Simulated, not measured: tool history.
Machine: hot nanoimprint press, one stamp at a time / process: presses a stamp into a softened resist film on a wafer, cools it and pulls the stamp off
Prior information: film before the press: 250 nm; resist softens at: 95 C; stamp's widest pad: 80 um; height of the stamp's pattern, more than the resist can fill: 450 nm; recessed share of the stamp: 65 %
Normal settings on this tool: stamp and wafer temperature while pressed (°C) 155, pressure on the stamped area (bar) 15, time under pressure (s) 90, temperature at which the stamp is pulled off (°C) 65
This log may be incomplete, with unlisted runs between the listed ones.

run   hour  stamp and wafer temperature while pressed (°C)  pressure on the stamped area (bar)  time under pressure (s)  temperature at which the stamp is pulled off (°C)  resist left under the stamp's widest pad (angstrom)  greatest force while the stamp is pulled off (N)
  1      0                                             155                                  15                       90                                                 65                                                 1443                                               234
      13.8  -- stamp cleaned and given a new release coat
  2   23.4                                             155                                  15                       90                                                 65                                                 1442                                               190
  3   35.1                                             155                                  15                       90                                                 65                                                 1415                                               195
  4     50                                             155                                  15                       90                                                 65                                                 1435                                               202
  5   65.8                                             155                                  15                       90                                                 65                                                 1422                                               199
  6   81.2                                             155                                  15                       90                                                 65                                                 1427                                               197
  7   97.2                                             155                                22.4                       90                                                 65                                                 1183                                               203
  8  118.6                                             155                                  15                       90                                                 65                                                 1421                                               200
  9  132.7                                             155                                  15                       90                                                 65                                                 1439                                               203
 10  151.3                                             155                                  15                       90                                                 65                                                 1424                                               208
 11  163.1                                             155                                  15                       90                                                 65                                                 1416                                               207
 12  176.9                                             155                                  15                       90                                                 65                                                 1434                                               203
 13  187.7                                             155                                  15                       90                                                 65                                                 1430                                               208
 14  204.5                                             155                                  15                       90                                                 65                                                 1422                                               209
 15  216.1                                             155                                  15                       90                                                 65                                                 1427                                               212
 16  225.5                                             155                                13.6                       61                                                 65                                                 1649                                               218
 17  234.6                                             155                                13.6                       61                                                 65                                                 1668                                               216
 18    250                                             153                                  11                       75                                                 56                                                 1770                                               261
 19  264.5                                             155                                22.7                       65                                                 65                                                 1335                                               213
 20  274.3                                             155                                22.7                       65                                                 65                                                 1338                                               222
 21  287.7                                             155                                  15                       90                                                 53                                                 1421                                               271
 22  300.1                                             155                                  15                       90                                                 53                                                 1425                                               274

Run 23, settings as shown, results not yet in. Your forecast:
 23  311.4                                             155                                  15                       90                                                 53                                                    ?                                                 ?

Run 23 yielded resist left under the stamp's widest pad (angstrom) 1417, greatest force while the stamp is pulled off (N) 269.
If the tool had no hidden condition, the same run with the same run-to-run variation would have returned resist left under the stamp's widest pad (angstrom) 1454, greatest force while the stamp is pulled off (N) 231.
